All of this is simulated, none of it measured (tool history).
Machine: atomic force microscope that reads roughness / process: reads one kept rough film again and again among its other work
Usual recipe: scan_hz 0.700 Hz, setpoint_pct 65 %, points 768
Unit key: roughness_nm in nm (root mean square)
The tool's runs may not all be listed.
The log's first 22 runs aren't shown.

run     day  scan_hz  setpoint_pct  points  pictures with this tip  hours of work since the height scale was calibrated  roughness_nm
 23   9.717    0.980            78     453                      17                                                  501         3.404
 24  10.075    1.291            55     768                      31                                                  507         3.514
 25  10.329    1.291            55     768                      41                                                  511         3.461
 26  10.621    1.291            55     768                      52                                                  515         3.400
 27  11.083    0.700            85     768                      70                                                  522         3.222
 28  11.479    0.627            65     908                      86                                                  529         3.297
 29  11.725    2.990            81     849                      95                                                  532         2.811
 30  12.067    1.051            79     263                     109                                                  538         2.976
 31  12.312    1.772            65     768                     118                                                  541         3.133
 32  12.675    0.986            80     768                     133                                                  547         3.020
 33  12.979    0.898            76     476                     145                                                  552         3.010
 34  13.408    3.624            63     570                     161                                                  558         2.840
 35  13.721    0.767            86     570                     174                                                  563         2.855
 36  14.125    0.700            65     948                     190                                                  570         2.936
 37  14.650    3.357            61     377                     210                                                  578         2.697
 38  14.992    0.901            56     351                     223                                                  583         2.787
 39  15.529    0.901            56     351                     245                                                  591         2.706

What if the next run were any one of these 3? Each begins from the tool's condition after run 39:
  A  16.071    0.901            76     735                     266                                                  600             ?
  B  16.071    0.633            85     361                     266                                                  600             ?
  C  16.071    1.654            83     798                     266                                                  600             ?

run  roughness_nm
  A         2.631
  B         2.599
  C         2.491
Without the tool's unlogged condition, the same runs would have read:
run  roughness_nm
  A         3.596
  B         3.550
  C         3.403

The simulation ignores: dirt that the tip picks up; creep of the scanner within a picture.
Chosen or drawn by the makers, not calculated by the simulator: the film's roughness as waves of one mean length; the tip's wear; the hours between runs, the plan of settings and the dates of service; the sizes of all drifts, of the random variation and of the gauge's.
